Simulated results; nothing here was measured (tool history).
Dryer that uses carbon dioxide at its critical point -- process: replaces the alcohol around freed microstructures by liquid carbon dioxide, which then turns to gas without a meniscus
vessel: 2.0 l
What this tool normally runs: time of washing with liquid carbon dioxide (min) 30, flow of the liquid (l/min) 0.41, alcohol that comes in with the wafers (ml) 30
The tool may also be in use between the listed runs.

run   hour  time of washing with liquid carbon dioxide (min)  flow of the liquid (l/min)  alcohol that comes in with the wafers (ml)  alcohol left in the vessel before it's heated (ppm by volume)
  1      0                                                30                        0.41                                          30                                                            193
  2   11.9                                                25                        0.41                                          30                                                            376
  3   23.5                                                25                        0.41                                          30                                                            377
  4   30.2                                                25                       0.402                                          30                                                            405
  5   42.2                                                25                       0.402                                          30                                                            405
  6   54.8                                                25                       0.402                                          30                                                            412
  7   63.9                                                25                       0.402                                          30                                                            411
  8   74.3                                                25                       0.402                                          30                                                            404
  9     83                                                25                       0.402                                          70                                                            936
 10   94.5                                                25                       0.402                                          70                                                            917
 11  103.7                                                30                        0.41                                          30                                                            205
 12  111.1                                                30                        0.41                                          30                                                            192
 13  123.7                                                30                        0.41                                          30                                                            206
 14  134.5                                                30                        0.41                                          30                                                            195
 15  144.1                                                45                        0.41                                          30                                                             50
 16  154.1                                                45                        0.41                                          30                                                             49
 17  163.5                                                30                        0.41                                          30                                                            209
 18  171.9                                                30                        0.41                                          30                                                            203
 19    179                                                30                        0.41                                          30                                                            213
 20    186                                                30                        0.41                                          30                                                            203
 21  192.8                                                30                        0.41                                          30                                                            217
 22  204.9                                                30                        0.41                                          61                                                            414
 23  213.7                                                30                        0.41                                          61                                                            379
 24  221.4                                                30                        0.41                                          23                                                            183
 25  231.2                                                35                        0.41                                          35                                                            127
 26  239.7                                                22                        0.41                                          74                                                           1485
 27  248.9                                                37                       0.547                                          88                                                             66
 28  261.3                                                21                       0.418                                          29                                                            656
 29  268.9                                                21                       0.418                                          29                                                            651
 30  276.7                                                21                       0.684                                          29                                                            114
 31  283.4                                                21                       0.684                                          29                                                            116
 32  291.7                                                41                       0.367                                          30                                                            114
 33  299.8                                                20                       0.534                                          30                                                            346
 34  306.2                                                20                       0.534                                          30                                                            362
 35  312.9                                                20                       0.534                                          30                                                            364
 36  324.3                                                20                       0.534                                          30                                                            372
 37  330.8                                                32                       0.559                                          30                                                             68
 38  343.3                                                32                       0.559                                          23                                                             69
 39    351                                                32                       0.559                                          23                                                             71
 40  359.6                                                32                       0.559                                          23                                                             74
 41  365.1                                                26                        0.41                                          33                                                            421
 42  373.1                                                20                       0.266                                          73                                                           5704
 43  385.2                                                20                       0.266                                          73                                                           5629
 44  397.2                                                32                       0.266                                          20                                                            576
 45    408                                                32                       0.266                                          20                                                            567
 46    414                                                32                       0.266                                          20                                                            584
 47  420.3                                                36                       0.266                                          20                                                            394

Each row is a separate what-if for the run after 47, all from the same tool condition, not one after another. Results?
  A   426                                                39                       0.401                                          60                                                              ?
  B   426                                                30                       0.332                                          64                                                              ?
  C   426                                                36                        0.42                                          37                                                              ?

run  alcohol left in the vessel before it's heated (ppm by volume)
  A                                                            161
  B                                                           1021
  C                                                            139
Take away the tool's hidden state, keep each run's random variation, and the runs would have read:
run  alcohol left in the vessel before it's heated (ppm by volume)
  A                                                             87
  B                                                            831
  C                                                             72

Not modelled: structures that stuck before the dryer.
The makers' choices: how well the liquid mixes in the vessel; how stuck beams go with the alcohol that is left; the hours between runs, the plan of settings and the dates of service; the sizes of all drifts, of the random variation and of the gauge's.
